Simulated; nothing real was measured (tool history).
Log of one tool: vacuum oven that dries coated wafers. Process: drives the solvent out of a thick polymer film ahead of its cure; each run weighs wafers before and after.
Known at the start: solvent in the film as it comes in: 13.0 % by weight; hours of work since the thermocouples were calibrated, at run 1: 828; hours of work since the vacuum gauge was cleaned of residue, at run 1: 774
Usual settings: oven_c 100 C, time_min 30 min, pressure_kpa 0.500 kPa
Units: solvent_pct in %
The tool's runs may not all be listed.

run,hour,oven_c,time_min,pressure_kpa,hours of work since the thermocouples were calibrated,hours of work since the vacuum gauge was cleaned of residue,solvent_pct
1,0.0,100,30,0.500,828,774,1.03
2,21.2,100,30,0.500,843,789,1.11
3,44.3,100,30,0.732,860,805,1.20
4,55.9,100,30,0.732,868,813,1.18
5,82.6,100,30,0.500,887,832,0.97
6,106.4,100,30,1.915,904,849,1.90
7,131.2,100,30,1.915,921,867,1.98
8,157.3,100,30,0.303,940,885,0.97
9,171.2,100,30,1.317,950,895,1.61
10,195.6,100,40,0.500,967,912,0.59
11,211.9,100,40,0.500,979,924,0.54
12,228.7,100,16,0.500,990,936,2.76
13,242.2,92,43,0.500,1000,946,1.27
14,265.8,100,35,1.407,1017,962,1.38
15,288.9,86,36,0.805,1033,979,3.12
16,314.8,100,26,0.893,1052,997,1.62
17,336.1,100,20,0.893,1067,1012,2.21
18,364.5,101,31,0.809,1087,1032,1.05
19,393.2,89,38,0.500,1107,1053,2.06
20,405.2,100,49,0.390,1116,1061,0.38
21,425.9,111,40,1.263,1130,1076,0.73
22,441.9,100,23,0.449,1142,1087,1.66
23,464.8,100,23,0.431,1158,1104,1.66

Forecast each of these 3 alternatives for the next run:
A,486.7,95,42,0.500,1174,1119,?
B,486.7,90,26,0.431,1174,1119,?
C,486.7,99,23,0.626,1174,1119,?

run,solvent_pct
A,1.07
B,3.13
C,1.98
Without the tool's hidden state the same runs would have given:
run,solvent_pct
A,1.06
B,3.12
C,1.98
